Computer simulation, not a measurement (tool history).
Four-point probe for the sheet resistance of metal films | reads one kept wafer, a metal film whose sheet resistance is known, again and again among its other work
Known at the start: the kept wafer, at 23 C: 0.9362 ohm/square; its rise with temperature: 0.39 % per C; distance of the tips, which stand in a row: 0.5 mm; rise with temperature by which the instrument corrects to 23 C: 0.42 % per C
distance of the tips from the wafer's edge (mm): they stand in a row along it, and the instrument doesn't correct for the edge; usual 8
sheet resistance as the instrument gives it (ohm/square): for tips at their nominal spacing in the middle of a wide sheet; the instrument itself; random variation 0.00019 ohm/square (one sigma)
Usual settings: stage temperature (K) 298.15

| run | hour | stage temperature (K) | distance of the tips from the wafer's edge (mm) | sheet resistance as the instrument gives it (ohm/square) |
|---|---|---|---|---|
| 1 | 0.0 | 298.15 | 8 | 0.937689 |
| 2 | 12.1 | 298.15 | 8 | 0.937378 |
| 3 | 27.0 | 298.15 | 8 | 0.937726 |
| 4 | 39.4 | 298.15 | 25 | 0.935781 |
| 5 | 63.3 | 298.15 | 25 | 0.935642 |
|  | 66.0 | stage's thermometer calibrated |
| 6 | 74.5 | 298.15 | 25 | 0.935638 |
| 7 | 91.7 | 298.15 | 25 | 0.936048 |
| 8 | 116.5 | 298.15 | 25 | 0.935650 |
| 9 | 138.6 | 298.15 | 25 | 0.935520 |
| 10 | 155.5 | 307.15 | 4 | 0.940686 |
| 11 | 172.1 | 307.15 | 4 | 0.940936 |
| 12 | 184.7 | 304.15 | 4 | 0.941915 |
| 13 | 199.2 | 295.15 | 50 | 0.936950 |
|  | 206.9 | stage's thermometer calibrated, once more |
| 14 | 221.9 | 298.15 | 26 | 0.935267 |

5 ways to go on from here, each from the tool as it stands after run 14. What would each give?
| A | 238.2 | 298.15 | 5 | ? |
| B | 238.2 | 298.15 | 43 | ? |
| C | 238.2 | 298.15 | 16 | ? |
| D | 238.2 | 292.15 | 4 | ? |
| E | 238.2 | 293.15 | 7 | ? |

| run | sheet resistance as the instrument gives it (ohm/square) |
|---|---|
| A | 0.940582 |
| B | 0.934715 |
| C | 0.935696 |
| D | 0.944853 |
| E | 0.938697 |
Without the tool's hidden state the same runs would have given:
| run | sheet resistance as the instrument gives it (ohm/square) |
|---|---|
| A | 0.941162 |
| B | 0.935292 |
| C | 0.936273 |
| D | 0.945442 |
| E | 0.939281 |
